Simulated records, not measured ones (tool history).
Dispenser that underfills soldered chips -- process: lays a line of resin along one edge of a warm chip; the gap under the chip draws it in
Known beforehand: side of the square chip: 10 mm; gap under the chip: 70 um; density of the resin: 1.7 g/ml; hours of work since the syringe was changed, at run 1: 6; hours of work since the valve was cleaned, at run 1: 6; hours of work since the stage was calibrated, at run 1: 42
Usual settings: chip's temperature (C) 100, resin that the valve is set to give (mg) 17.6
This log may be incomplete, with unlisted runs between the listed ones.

run   hour  chip's temperature (C)  resin that the valve is set to give (mg)  hours of work since the syringe was changed  hours of work since the valve was cleaned  hours of work since the stage was calibrated  time until the resin shows at the far edge (s)  resin that the valve gave (mg)
  1    0.0                     100                                      17.6                                            6                                          6                                            42                                           134.2                           17.34
       7.9  -- new syringe of resin
  2    7.9                     106                                      17.6                                            0                                         11                                            47                                            65.1                           17.37
  3   14.4                     100                                      17.6                                            4                                         15                                            51                                           110.3                           17.35
  4   24.3                     100                                      20.1                                           10                                         21                                            57                                           173.0                           19.75
      25.8  -- new syringe of resin
  5   35.7                     100                                      20.1                                            6                                         28                                            63                                           133.8                           19.70
      43.2  -- new syringe of resin
  6   43.2                     100                                      20.1                                            0                                         32                                            68                                            82.8                           19.88
  7   51.1                     100                                      17.6                                            5                                         37                                            73                                           119.2                           16.83
      60.6  -- new syringe of resin
  8   60.6                     100                                      17.6                                            0                                         43                                            78                                            84.6                           17.13
  9   68.0                     100                                      18.2                                            4                                         47                                            83                                           115.8                           17.55
 10   75.3                     100                                      18.2                                            9                                         52                                            87                                           166.1                           17.56
      78.4  -- new syringe of resin
 11   89.4                     100                                      17.6                                            7                                         60                                            96                                           139.5                           16.79
      95.8  -- new syringe of resin
      96.8  -- dispensing valve cleaned and set on the balance
 12  100.7                     100                                      17.6                                            2                                          2                                           102                                            98.7                           17.42
     114.6  -- new syringe of resin
 13  115.0                     100                                      17.6                                            0                                         11                                           110                                            83.9                           17.38
 14  127.1                     100                                      17.6                                            8                                         18                                           118                                           148.5                           17.29
     132.0  -- new syringe of resin
 15  133.9                     100                                      17.6                                            1                                         22                                           122                                            91.8                           17.29
 16  146.1                     100                                      18.1                                            9                                         30                                           129                                           160.1                           17.53
     149.5  -- new syringe of resin
 17  159.9                     100                                      17.6                                            6                                         38                                           137                                           133.4                           17.17
     167.6  -- new syringe of resin
 18  170.3                      92                                      19.5                                            2                                         44                                           144                                           128.4                           18.70
 19  178.6                      92                                      19.5                                            7                                         49                                           149                                           190.0                           18.71
     184.9  -- new syringe of resin
 20  190.6                      98                                      19.8                                            3                                         56                                           156                                           115.5                           19.04
     202.3  -- new syringe of resin
     203.9  -- dispensing valve cleaned and set on the balance
 21  206.0                      98                                      19.8                                            2                                          1                                           164                                            98.0                           19.80
     221.3  -- new syringe of resin
 22  221.3                      93                                      20.5                                            0                                         10                                           174                                           106.9                           20.24
 23  232.0                      93                                      20.5                                            7                                         17                                           180                                           178.8                           20.25
     238.8  -- new syringe of resin
 24  246.4                     109                                      22.9                                            5                                         26                                           189                                            78.3                           22.48
     256.6  -- new syringe of resin
 25  259.5                     109                                      15.5                                            2                                         33                                           197                                            66.9                           15.17
 26  272.0                      97                                      21.4                                            9                                         41                                           204                                           182.8                           20.87
     274.2  -- new syringe of resin
 27  280.1                      92                                      19.6                                            4                                         46                                           209                                           149.5                           18.96
 28  286.3                      92                                      19.6                                            7                                         50                                           213                                           197.9                           18.78
     292.6  -- new syringe of resin
 29  297.6                      88                                      22.8                                            3                                         56                                           220                                           163.4                           21.87
 30  308.2                      88                                      17.0                                           10                                         63                                           226                                           282.8                           16.36
     310.6  -- new syringe of resin
     311.6  -- dispensing valve cleaned and set on the balance
 31  316.1                      90                                      17.0                                            3                                          3                                           230                                           152.4                           16.97
 32  327.7                      94                                      20.2                                           10                                         10                                           237                                           213.1                           19.98
     329.4  -- new syringe of resin
 33  337.9                      87                                      17.2                                            5                                         16                                           243                                           206.9                           17.04
     346.7  -- new syringe of resin
 34  352.6                      98                                      17.8                                            4                                         25                                           252                                           117.3                           17.37

Same runs, no hidden state in the tool, same run-to-run variation:
The hidden state here: resin's viscosity, % of fresh resin's; dose that the valve gives, % of what is set; true chip temperature over the reading, C; drift of the gauge itself on fill_s, %; drift of the gauge itself on given_mg, %.
run  time until the resin shows at the far edge (s)  resin that the valve gave (mg)
  1                                            82.6                           17.45
  2                                            65.2                           17.53
  3                                            81.2                           17.56
  4                                            80.5                           20.08
  5                                            82.0                           20.11
  6                                            83.3                           20.36
  7                                            82.4                           17.31
  8                                            85.0                           17.68
  9                                            82.5                           18.18
 10                                            84.0                           18.26
 11                                            83.0                           17.55
 12                                            83.5                           17.49
 13                                            82.1                           17.55
 14                                            82.4                           17.56
 15                                            84.6                           17.61
 16                                            83.5                           17.95
 17                                            81.6                           17.68
 18                                           113.4                           19.34
 19                                           114.0                           19.43
 20                                            89.7                           19.87
 21                                            88.7                           19.84
 22                                           108.8                           20.41
 23                                           110.1                           20.52
 24                                            56.4                           22.92
 25                                            59.8                           15.55
 26                                            92.3                           21.51
 27                                           115.0                           19.61
 28                                           114.0                           19.48
 29                                           132.1                           22.82
 30                                           138.0                           17.14
 31                                           127.0                           17.08
 32                                           103.3                           20.20
 33                                           146.1                           17.30
 34                                            91.9                           17.74
